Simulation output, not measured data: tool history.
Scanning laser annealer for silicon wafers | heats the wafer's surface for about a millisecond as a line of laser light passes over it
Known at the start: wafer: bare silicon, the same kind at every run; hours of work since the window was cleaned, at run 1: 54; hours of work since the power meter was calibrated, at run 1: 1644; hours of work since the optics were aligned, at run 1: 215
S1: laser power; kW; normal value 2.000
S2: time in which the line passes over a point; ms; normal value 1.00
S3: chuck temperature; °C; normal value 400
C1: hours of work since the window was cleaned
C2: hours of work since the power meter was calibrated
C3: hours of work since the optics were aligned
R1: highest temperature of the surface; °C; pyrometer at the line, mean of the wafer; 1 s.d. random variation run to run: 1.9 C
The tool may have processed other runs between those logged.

run    hour     S1    S2   S3   C1    C2   C3    R1
  1     0.0  2.000  1.00  400   54  1644  215  1084
  2    44.6  2.000  1.00  435   78  1668  239  1118
  3   101.6  2.000  1.00  400  109  1699  270  1082
  4   193.1  2.000  1.00  400  159  1749  320  1076
  5   260.3  2.000  1.00  400  196  1785  356  1073
  6   356.1  2.000  1.00  400  248  1838  408  1075
  7   420.3  2.000  1.00  400  283  1872  443  1068
  8   490.2  2.000  1.00  400  321  1910  481  1065
  9   543.3  2.000  1.00  400  350  1939  510  1066
 10   638.7  2.000  1.00  400  401  1991  562  1059
 11   694.7  2.000  1.00  400  432  2022  592  1057
 12   755.6  2.000  1.00  400  465  2055  625  1055
 13   854.0  2.000  0.92  400  518  2108  679  1029
 14   895.2  2.000  0.92  400  541  2131  701  1025
      952.4  -- window over the wafer cleaned
 15   969.8  2.000  0.92  400    9  2170  741  1039
 16  1037.4  2.000  0.87  400   46  2207  777  1024
 17  1114.2  2.000  0.87  400   88  2249  819  1019
 18  1185.5  2.000  0.87  400  127  2287  858  1017
     1237.6  -- optics aligned, line set to its width
 19  1283.7  2.000  0.87  400  177  2338   25  1036
 20  1360.2  2.000  0.87  400  219  2380   67  1037
 21  1438.1  1.835  1.00  401  261  2422  109  1002
 22  1505.0  1.835  1.00  401  298  2458  145   999
 23  1572.0  1.714  1.21  382  334  2495  182   977
 24  1648.4  1.714  1.21  382  376  2536  223   970
 25  1718.2  2.134  0.95  430  414  2574  261  1135
 26  1769.2  2.134  0.95  430  441  2602  289  1131
 27  1815.6  2.134  0.95  430  467  2627  314  1133
 28  1892.1  1.857  1.21  400  508  2669  356  1046
 29  1973.4  1.965  1.10  437  552  2713  400  1103
     2011.4  -- window over the wafer cleaned
 30  2053.9  1.906  0.96  374   23  2756  443   991
 31  2121.5  1.906  0.96  374   60  2792  479   988
 32  2210.6  1.906  0.96  374  108  2841  528   988
 33  2289.3  2.000  0.94  400  151  2883  571  1037
 34  2330.8  1.732  0.78  378  174  2906  593   866
 35  2408.5  1.867  0.77  400  216  2948  635   934
 36  2458.4  1.867  0.73  400  243  2975  663   922
 37  2547.3  1.867  0.73  400  291  3024  711   918
 38  2600.7  1.893  1.00  400  320  3053  740  1005
     2654.1  -- laser's power meter calibrated
 39  2691.9  2.000  0.84  400  368    21  788  1019

For each entry between runs, how does the tool's hidden state at the last listed run before it compare with that at the first listed run after it?
Logged between run 14 and run 15: window over the wafer cleaned (hour 952.4)
  light that passes the window, % of a clean one's: 97.74 -> 99.71; laser's true power over the reading, %: -1.63 -> -1.66; width of the line over the set one, %: 3.91 -> 4.15
  the result without the hidden state subtracted from the measured one, R1: -55 -> -40 °C
Logged between run 18 and run 19: optics aligned, line set to its width (hour 1237.6)
  light that passes the window, % of a clean one's: 99.24 -> 99.06; laser's true power over the reading, %: -1.76 -> -1.8; width of the line over the set one, %: 4.83 -> 0.35
  the result without the hidden state subtracted from the measured one, R1: -47 -> -26 °C
Logged between run 29 and run 30: window over the wafer cleaned (hour 2011.4)
  light that passes the window, % of a clean one's: 97.6 -> 99.81; laser's true power over the reading, %: -2.13 -> -2.16; width of the line over the set one, %: 2.39 -> 2.62
  the result without the hidden state subtracted from the measured one, R1: -55 -> -33 °C
Logged between run 38 and run 39: laser's power meter calibrated (hour 2654.1)
  light that passes the window, % of a clean one's: 98.66 -> 98.47; laser's true power over the reading, %: -2.41 -> 0.07; width of the line over the set one, %: 4.22 -> 4.5
  the result without the hidden state subtracted from the measured one, R1: -54 -> -37 °C
